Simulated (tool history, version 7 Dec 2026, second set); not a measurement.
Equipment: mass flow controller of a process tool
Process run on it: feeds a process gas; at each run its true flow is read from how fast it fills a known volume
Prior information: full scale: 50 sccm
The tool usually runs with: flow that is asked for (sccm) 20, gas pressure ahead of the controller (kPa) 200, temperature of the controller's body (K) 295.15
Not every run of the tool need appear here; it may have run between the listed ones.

run,day,flow that is asked for (sccm),gas pressure ahead of the controller (kPa),temperature of the controller's body (K),true flow (%)
1,0.000,20,200,295.15,98.54
2,2.283,20,200,295.15,98.62
3,4.492,20,200,295.15,98.65
4,6.017,20,200,295.15,98.77
5,7.733,20,200,295.15,98.98
6,11.021,20,209,295.15,99.06
7,13.429,20,209,295.15,99.09
8,15.454,20,209,295.15,99.30
9,17.267,20,209,295.15,99.27
10,19.892,20,209,295.15,99.52
11,22.633,20,200,295.15,99.49
12,24.679,20,200,295.15,99.58
13,26.238,20,200,295.15,99.56
14,28.550,20,200,295.15,99.74
15,31.246,20,200,295.15,99.85
16,34.179,20,200,295.15,99.81
17,36.825,20,200,295.15,100.01
18,38.775,20,200,306.15,100.82
19,40.446,20,158,295.15,100.17
20,42.233,20,200,309.15,101.02
21,44.583,20,200,295.15,100.30
# day 45.171: gauge calibrated
22,46.412,20,200,295.15,98.57
23,49.646,20,200,295.15,98.67
24,52.846,20,200,295.15,99.01
25,55.017,20,200,295.15,98.94
26,57.525,20,188,295.15,99.16
27,59.517,20,188,295.15,99.18
28,62.438,27,210,294.15,99.49
29,64.038,27,181,300.15,99.89
30,66.917,19,181,297.15,99.33
31,70.138,19,181,297.15,99.62
32,71.921,5,181,297.15,99.18
33,74.133,11,201,303.15,99.80
34,77.429,11,201,303.15,99.85
35,79.008,20,208,295.15,99.96
36,81.404,38,208,311.15,101.77
37,83.000,38,208,311.15,101.78
38,85.308,8,200,304.15,100.20
39,87.467,8,200,304.15,100.33
40,89.988,8,200,304.15,100.55
41,93.000,20,173,303.15,100.95
42,96.029,20,203,312.15,101.59
43,98.504,6,180,302.15,100.52
44,101.383,37,271,306.15,102.42
45,103.458,37,271,306.15,102.47
46,105.475,30,155,297.15,101.51

Each row is a separate what-if for the run after 46, all from the same tool condition, not one after another. Results?
A,107.838,13,273,295.15,?
B,107.838,30,193,297.15,?
C,107.838,30,155,300.15,?
D,107.838,32,155,297.15,?

run,true flow (%)
A,101.12
B,101.53
C,101.64
D,101.54
Take away the tool's hidden state, keep each run's random variation, and the runs would have read:
run,true flow (%)
A,98.57
B,98.97
C,99.08
D,98.99
